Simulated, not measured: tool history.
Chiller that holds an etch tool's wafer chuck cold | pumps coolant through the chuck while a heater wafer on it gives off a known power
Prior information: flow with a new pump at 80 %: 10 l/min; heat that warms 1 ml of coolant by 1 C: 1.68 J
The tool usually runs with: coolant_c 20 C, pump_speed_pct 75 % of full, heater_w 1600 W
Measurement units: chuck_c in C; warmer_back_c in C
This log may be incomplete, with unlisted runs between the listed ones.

run	hour	coolant_c	pump_speed_pct	heater_w	chuck_c	warmer_back_c
1	0.0	20	75	1600	35.8	6.31
2	188.3	20	75	1600	35.9	6.33
3	328.0	20	75	1600	35.8	6.30
4	548.4	20	75	1118	31.2	4.41
5	670.7	20	84	1600	34.5	5.68
6	793.5	17	84	2292	37.9	8.15
7	922.8	15	91	1898	31.3	6.31
8	1049.0	14	63	1932	36.5	9.07
9	1188.6	21	74	1347	34.8	5.41
10	1406.8	12	75	2250	34.6	8.94

How would selected steps in chuck_c from run to run divide? Give the signed amount a tool lacking its hidden state would still show from settings, what came in and random variation, and the signed amount left for the hidden state, including any gauge scatter that is not in both of the compared results.
The hidden state here: heat passed by the chuck's channels, % of clean ones'; flow at a given pump speed, % of a new pump's; coolant's true temperature over the reading, C; drift of the gauge itself on chuck_c, C; drift of the gauge itself on warmer_back_c, C.
Run 6 -> 7: coolant_c 17 -> 15, pump_speed_pct 84 -> 91, heater_w 2292 -> 1898. chuck_c -6.6 C: hidden state -0.7, all else -5.9.
Run 9 -> 10: coolant_c 21 -> 12, pump_speed_pct 74 -> 75, heater_w 1347 -> 2250. chuck_c -0.2 C: hidden state +1.5, all else -1.7.

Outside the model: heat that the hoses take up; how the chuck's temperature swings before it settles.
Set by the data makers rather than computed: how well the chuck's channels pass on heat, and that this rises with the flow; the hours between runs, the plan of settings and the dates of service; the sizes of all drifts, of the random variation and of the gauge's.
